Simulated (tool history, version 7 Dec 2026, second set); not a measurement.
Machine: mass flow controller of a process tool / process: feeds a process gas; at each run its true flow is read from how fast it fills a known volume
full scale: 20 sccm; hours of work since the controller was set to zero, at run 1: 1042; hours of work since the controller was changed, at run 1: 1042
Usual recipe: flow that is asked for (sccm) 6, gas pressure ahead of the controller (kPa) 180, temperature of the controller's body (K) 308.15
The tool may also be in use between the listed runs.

run,hour,flow that is asked for (sccm),gas pressure ahead of the controller (kPa),temperature of the controller's body (K),hours of work since the controller was set to zero,hours of work since the controller was changed,true flow (%)
1,0.0,6,180,308.15,1042,1042,99.90
2,46.9,6,180,308.15,1079,1079,100.02
3,109.4,6,202,308.15,1128,1128,100.26
4,181.9,6,202,308.15,1185,1185,100.38
5,229.0,6,180,308.15,1222,1222,100.27
6,311.8,6,180,308.15,1287,1287,100.39
7,399.0,6,180,308.15,1355,1355,100.41
8,478.5,6,180,308.15,1418,1418,100.57
9,542.0,6,180,308.15,1467,1467,100.56
10,620.8,6,180,308.15,1529,1529,100.59
11,688.2,6,180,308.15,1582,1582,100.80
12,728.1,6,141,308.15,1613,1613,100.45
13,777.1,6,180,308.15,1652,1652,100.80
14,858.4,6,180,308.15,1716,1716,100.98
15,912.9,6,180,308.15,1758,1758,100.85
16,986.2,6,180,308.15,1816,1816,100.97
17,1051.5,6,180,308.15,1867,1867,101.14
18,1126.9,6,180,308.15,1926,1926,101.25
# hour 1132.3: controller's zero set anew
19,1172.9,6,145,300.15,32,1962,101.70
20,1217.4,10,145,300.15,67,1997,100.78
# hour 1295.2: controller's zero set anew, once more
21,1308.4,3,180,308.15,10,2068,99.18
22,1361.3,6,180,308.15,52,2109,99.36
23,1415.7,2,180,308.15,94,2152,99.61
24,1490.0,3,181,301.15,153,2210,100.00
25,1569.4,18,164,298.15,215,2273,100.06
26,1660.9,6,270,308.15,287,2344,100.16
27,1742.2,5,227,307.15,351,2408,100.13
28,1823.6,5,227,307.15,415,2472,100.09
29,1903.6,6,180,295.15,477,2535,100.44
30,1979.9,6,180,295.15,537,2595,100.43
31,2024.5,8,217,301.15,572,2630,100.37
32,2097.5,18,159,308.15,629,2687,100.16
33,2188.9,5,180,304.15,701,2759,100.43
34,2233.1,6,249,295.15,736,2793,101.21
35,2278.4,6,175,299.15,771,2829,100.60
36,2345.2,6,175,299.15,824,2881,100.68

Alternative continuations, all from the tool just after run 36; predict every row:
A,2434.7,6,180,296.15,894,2952,?
B,2434.7,2,217,301.15,894,2952,?
C,2434.7,6,201,299.15,894,2952,?
D,2434.7,17,180,308.15,894,2952,?

run,true flow (%)
A,100.77
B,102.86
C,100.83
D,100.28
Stripped of hidden state, with their random variation kept, the same runs would have yielded:
run,true flow (%)
A,99.10
B,98.98
C,99.16
D,99.32
